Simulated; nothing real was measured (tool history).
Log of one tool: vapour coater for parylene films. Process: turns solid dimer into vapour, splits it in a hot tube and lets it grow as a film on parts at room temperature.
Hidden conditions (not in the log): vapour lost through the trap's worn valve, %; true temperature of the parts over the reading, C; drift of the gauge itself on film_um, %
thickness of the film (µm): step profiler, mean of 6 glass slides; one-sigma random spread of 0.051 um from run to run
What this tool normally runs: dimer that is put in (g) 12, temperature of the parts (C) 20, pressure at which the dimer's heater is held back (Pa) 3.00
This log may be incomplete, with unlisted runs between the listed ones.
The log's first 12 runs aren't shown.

run,hour,dimer that is put in (g),temperature of the parts (C),pressure at which the dimer's heater is held back (Pa),hours of work since the trap's valve was overhauled,hours of work since the table's thermometer was calibrated,thickness of the film (µm)
13,549.1,12,20,3.00,437,921,5.26
14,586.3,12,20,3.00,460,944,5.20
15,634.2,12,20,3.00,489,973,5.26
16,690.0,12,17,3.00,523,1007,5.86
17,722.7,12,17,3.00,543,1027,5.81
18,775.7,21,25,3.52,575,1060,6.83
19,838.1,6,25,8.00,614,1098,1.69
# hour 845.8: trap's valve overhauled
20,894.3,8,24,2.80,30,1130,3.20
21,930.4,8,22,2.92,52,1152,3.43
22,968.3,5,19,10.91,75,1175,1.96
23,997.1,5,19,10.91,93,1193,1.93
24,1029.5,15,24,8.09,113,1213,4.81
25,1073.4,8,24,3.73,139,1239,2.93
26,1118.3,8,24,3.73,167,1267,2.97
27,1152.8,17,15,7.79,188,1288,8.16
28,1199.8,17,15,7.79,217,1317,8.11
29,1258.5,6,16,3.00,253,1353,3.23
30,1315.2,12,14,2.32,287,1387,7.38
31,1378.2,16,28,3.00,326,1426,4.94
32,1440.0,16,28,3.00,364,1464,4.89
33,1491.6,5,17,3.55,395,1495,2.39
34,1530.6,9,31,11.80,419,1519,1.84

What if the next run were any one of these 5? Each begins from the tool's condition after run 34:
A,1568.6,19,29,2.25,443,1543,?
B,1568.6,9,16,11.80,443,1543,?
C,1568.6,10,17,6.14,443,1543,?
D,1568.6,8,31,11.10,443,1543,?
E,1568.6,20,28,11.80,443,1543,?

run,thickness of the film (µm)
A,5.80
B,3.60
C,4.35
D,1.64
E,4.61
Take away the tool's hidden state, keep each run's random variation, and the runs would have read:
run,thickness of the film (µm)
A,6.61
B,4.09
C,4.96
D,1.87
E,5.25
